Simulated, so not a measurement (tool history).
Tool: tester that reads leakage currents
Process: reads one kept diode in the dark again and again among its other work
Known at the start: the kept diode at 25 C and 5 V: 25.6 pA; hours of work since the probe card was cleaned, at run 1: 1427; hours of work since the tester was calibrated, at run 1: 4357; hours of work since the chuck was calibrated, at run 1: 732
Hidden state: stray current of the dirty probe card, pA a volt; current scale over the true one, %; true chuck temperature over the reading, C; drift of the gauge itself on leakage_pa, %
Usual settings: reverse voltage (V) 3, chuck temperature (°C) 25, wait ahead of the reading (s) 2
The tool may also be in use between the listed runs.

run,day,reverse voltage (V),chuck temperature (°C),wait ahead of the reading (s),hours of work since the probe card was cleaned,hours of work since the tester was calibrated,hours of work since the chuck was calibrated,current that the tester gives (pA)
1,0,3,25,2,1427,4357,732,25.1
# day 1.954: probe card cleaned and baked
2,5.912,3,25,2,74,4465,840,21.71
3,13.412,3,25,1.45,214,4605,980,22.38
# day 17.138: tester calibrated
4,20.612,3,25,1.45,347,65,1113,22.59
5,25.4,3,25,1.45,436,154,1202,22.84
6,28.642,3,25,2,496,215,1263,22.83
7,33.875,3,25,2,594,312,1361,23.16
8,37.588,3,25,2,663,382,1430,23.43
9,44.558,3,29,2,793,512,1560,32.63
# day 45.588: chuck's temperature calibrated
10,48.767,3,25,2,870,589,59,22.8
11,54.004,3,25,2,968,686,157,23.08
12,57.317,3.53,25,0.79,1030,748,219,26.47
13,61.138,16.84,25,0.5,1101,819,290,75.23
14,65.217,16.84,25,0.5,1177,895,366,76.48
15,70.35,16.84,25,0.5,1273,991,462,78.21
16,73.946,1.49,24,2,1340,1058,529,15.07
# day 80.821: probe card cleaned and baked
17,80.821,8.15,20,2.57,0,1184,655,22.29
18,84.471,3.44,43,3.76,68,1252,723,98.7
19,89.962,3,43,3.28,171,1355,826,93.75
20,96.458,6.42,27,1.3,292,1476,947,39.04
21,103.908,1.05,29,5.13,431,1615,1086,18.05

Forecast each of these 3 alternatives for the next run:
A,108.817,18.41,33,0.53,522,1707,1177,?
B,108.817,3,56,2,522,1707,1177,?
C,108.817,5.3,47,2.23,522,1707,1177,?

run,current that the tester gives (pA)
A,121.95
B,252.54
C,172.11
Without the tool's hidden state the same runs would have given:
run,current that the tester gives (pA)
A,109.66
B,243.76
C,164.4
